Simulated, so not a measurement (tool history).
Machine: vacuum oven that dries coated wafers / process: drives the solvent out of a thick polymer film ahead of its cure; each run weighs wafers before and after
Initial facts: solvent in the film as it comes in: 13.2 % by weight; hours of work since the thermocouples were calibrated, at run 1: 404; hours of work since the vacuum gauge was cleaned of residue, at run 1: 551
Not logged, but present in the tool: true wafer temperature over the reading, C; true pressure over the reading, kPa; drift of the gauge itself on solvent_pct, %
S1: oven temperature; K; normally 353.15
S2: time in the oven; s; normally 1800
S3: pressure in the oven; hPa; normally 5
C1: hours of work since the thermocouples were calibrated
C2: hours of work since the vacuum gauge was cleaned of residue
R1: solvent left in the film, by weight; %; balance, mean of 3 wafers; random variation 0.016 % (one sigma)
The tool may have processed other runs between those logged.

{"run": 1, "hour": 0.0, "S1": 353.15, "S2": 1800, "S3": 5, "C1": 404, "C2": 551, "R1": 1.43}
{"run": 2, "hour": 27.1, "S1": 353.15, "S2": 1800, "S3": 5, "C1": 421, "C2": 567, "R1": 1.4}
{"run": 3, "hour": 61.8, "S1": 353.15, "S2": 1800, "S3": 5, "C1": 442, "C2": 588, "R1": 1.43}
{"run": 4, "hour": 115.2, "S1": 353.15, "S2": 1800, "S3": 5, "C1": 475, "C2": 621, "R1": 1.4}
{"run": 5, "hour": 171.6, "S1": 364.15, "S2": 1800, "S3": 5, "C1": 509, "C2": 655, "R1": 0.57}
{"run": 6, "hour": 200.1, "S1": 364.15, "S2": 1800, "S3": 5, "C1": 527, "C2": 673, "R1": 0.53}
{"hour": 205.5, "done": "oven's thermocouples calibrated"}
{"run": 7, "hour": 250.4, "S1": 353.15, "S2": 1800, "S3": 5, "C1": 27, "C2": 702, "R1": 1.34}
{"run": 8, "hour": 283.4, "S1": 353.15, "S2": 1800, "S3": 5, "C1": 48, "C2": 723, "R1": 1.34}
{"run": 9, "hour": 310.6, "S1": 353.15, "S2": 1800, "S3": 5, "C1": 64, "C2": 739, "R1": 1.33}
{"run": 10, "hour": 369.0, "S1": 353.15, "S2": 1800, "S3": 5, "C1": 100, "C2": 775, "R1": 1.36}
{"run": 11, "hour": 418.1, "S1": 353.15, "S2": 1800, "S3": 5, "C1": 130, "C2": 805, "R1": 1.35}
{"run": 12, "hour": 474.8, "S1": 360.15, "S2": 1800, "S3": 3.18, "C1": 164, "C2": 839, "R1": 0.6}
{"run": 13, "hour": 533.0, "S1": 360.15, "S2": 1800, "S3": 3.45, "C1": 200, "C2": 875, "R1": 0.61}
{"hour": 538.5, "done": "oven's thermocouples calibrated, once more"}
{"run": 14, "hour": 559.2, "S1": 360.15, "S2": 1800, "S3": 3.45, "C1": 13, "C2": 890, "R1": 0.78}
{"run": 15, "hour": 614.3, "S1": 347.15, "S2": 1800, "S3": 5, "C1": 46, "C2": 923, "R1": 2.79}
{"run": 16, "hour": 654.1, "S1": 347.15, "S2": 1800, "S3": 5, "C1": 71, "C2": 948, "R1": 2.76}
{"run": 17, "hour": 682.6, "S1": 359.15, "S2": 2100, "S3": 2.59, "C1": 88, "C2": 965, "R1": 0.69}
{"run": 18, "hour": 728.6, "S1": 357.15, "S2": 1560, "S3": 12.27, "C1": 116, "C2": 993, "R1": 1.9}
{"run": 19, "hour": 765.3, "S1": 347.15, "S2": 1620, "S3": 6.01, "C1": 138, "C2": 1016, "R1": 3.17}
{"run": 20, "hour": 795.3, "S1": 363.15, "S2": 1800, "S3": 14.17, "C1": 157, "C2": 1034, "R1": 1.27}
{"run": 21, "hour": 836.5, "S1": 365.15, "S2": 1080, "S3": 13.61, "C1": 182, "C2": 1059, "R1": 1.58}

Some steps in R1 between neighbouring runs. How much of each would the tool show without its hidden state too (settings, what came in, random variation), and how much is left for the hidden state, with any gauge scatter that isn't in both results?
Run 6 -> 7: S1 364.15 -> 353.15, oven's thermocouples calibrated. R1 +0.81 %: hidden state -0.15, all else +0.96.
Run 13 -> 14: oven's thermocouples calibrated, once more. R1 +0.17 %: hidden state +0.16, all else +0.01.
Run 14 -> 15: S1 360.15 -> 347.15, S3 3.45 -> 5. R1 +2.01 %: hidden state +0.14, all else +1.87.
Run 16 -> 17: S1 347.15 -> 359.15, S2 1800 -> 2100, S3 5 -> 2.59. R1 -2.07 %: hidden state -0.1, all else -1.97.

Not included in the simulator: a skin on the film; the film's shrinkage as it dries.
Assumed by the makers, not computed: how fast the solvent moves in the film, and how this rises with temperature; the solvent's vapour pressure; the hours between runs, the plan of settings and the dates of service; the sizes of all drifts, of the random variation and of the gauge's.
